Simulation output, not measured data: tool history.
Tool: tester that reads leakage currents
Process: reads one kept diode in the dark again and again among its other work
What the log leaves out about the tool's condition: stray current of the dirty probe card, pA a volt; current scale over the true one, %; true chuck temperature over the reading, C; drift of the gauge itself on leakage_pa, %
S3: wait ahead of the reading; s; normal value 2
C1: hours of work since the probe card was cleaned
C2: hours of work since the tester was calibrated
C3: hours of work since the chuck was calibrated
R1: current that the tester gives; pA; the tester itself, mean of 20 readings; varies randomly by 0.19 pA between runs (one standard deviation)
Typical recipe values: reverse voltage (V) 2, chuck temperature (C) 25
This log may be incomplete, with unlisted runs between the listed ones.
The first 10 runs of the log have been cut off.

Run 11, hour 580: usual settings but chuck temperature (C) 41, S3 7.77 s; C1 1540; C2 2510; C3 213. Result: R1 260.14 pA.
Run 12, hour 657.1: usual settings but chuck temperature (C) 41, S3 7.77 s; C1 1597; C2 2567; C3 271. Result: R1 258.55 pA.
Run 13, hour 741.3: usual settings but S3 2.57 s; C1 1660; C2 2630; C3 334. Result: R1 60.33 pA.
Run 14, hour 787.8: usual settings but reverse voltage (V) 4.73, S3 2.57 s; C1 1695; C2 2665; C3 368. Result: R1 102.04 pA.
Run 15, hour 840.5: usual settings but reverse voltage (V) 4.73, S3 2.57 s; C1 1734; C2 2704; C3 407. Result: R1 101.37 pA.
At hour 903.9: tester calibrated.
Run 16, hour 925.6: usual settings; C1 1796; C2 16; C3 469. Result: R1 61.09 pA.
Run 17, hour 964.8: usual settings; C1 1825; C2 45; C3 499. Result: R1 61.09 pA.
Run 18, hour 1019.4: usual settings; C1 1866; C2 86; C3 539. Result: R1 60.93 pA.
Run 19, hour 1081.2: usual settings; C1 1912; C2 132; C3 585. Result: R1 60.3 pA.
Run 20, hour 1116.3: usual settings but reverse voltage (V) 5.12, chuck temperature (C) 33, S3 1.15 s; C1 1938; C2 158; C3 612. Result: R1 224.04 pA.
Run 21, hour 1177.6: usual settings but reverse voltage (V) 14.28, chuck temperature (C) 38, S3 4.53 s; C1 1984; C2 204; C3 657. Result: R1 645.98 pA.
Run 22, hour 1255.1: usual settings but reverse voltage (V) 2.7, S3 6.5 s; C1 2041; C2 262; C3 715. Result: R1 71.96 pA.
Run 23, hour 1293.5: usual settings but reverse voltage (V) 4.15, chuck temperature (C) 43, S3 7.69 s; C1 2070; C2 290; C3 744. Result: R1 464.16 pA.
Run 24, hour 1345: usual settings but reverse voltage (V) 1.53, chuck temperature (C) 30, S3 0.4 s; C1 2108; C2 329; C3 782. Result: R1 80.96 pA.
Run 25, hour 1417: usual settings but reverse voltage (V) 1.53, chuck temperature (C) 30, S3 0.4 s; C1 2162; C2 383; C3 836. Result: R1 80.36 pA.
Run 26, hour 1478.9: usual settings but reverse voltage (V) 1.53, chuck temperature (C) 30, S3 0.4 s; C1 2208; C2 429; C3 882. Result: R1 80.15 pA.
Run 27, hour 1550.8: usual settings but S3 0.43 s; C1 2262; C2 482; C3 935. Result: R1 59.31 pA.
Run 28, hour 1636.4: usual settings but reverse voltage (V) 16.69, chuck temperature (C) 24, S3 7.67 s; C1 2326; C2 546; C3 999. Result: R1 201.55 pA.

What will run 29 give?
Run 29, hour 1701.8: usual settings but reverse voltage (V) 16.69, chuck temperature (C) 24, S3 7.67 s; C1 2374; C2 595; C3 1048. Result: R1 ?.

{"run 29": {"R1": 200.83}}
Take away the tool's hidden state, keep the run-to-run variation as it was, and the same run would have given R1 200.31 pA.

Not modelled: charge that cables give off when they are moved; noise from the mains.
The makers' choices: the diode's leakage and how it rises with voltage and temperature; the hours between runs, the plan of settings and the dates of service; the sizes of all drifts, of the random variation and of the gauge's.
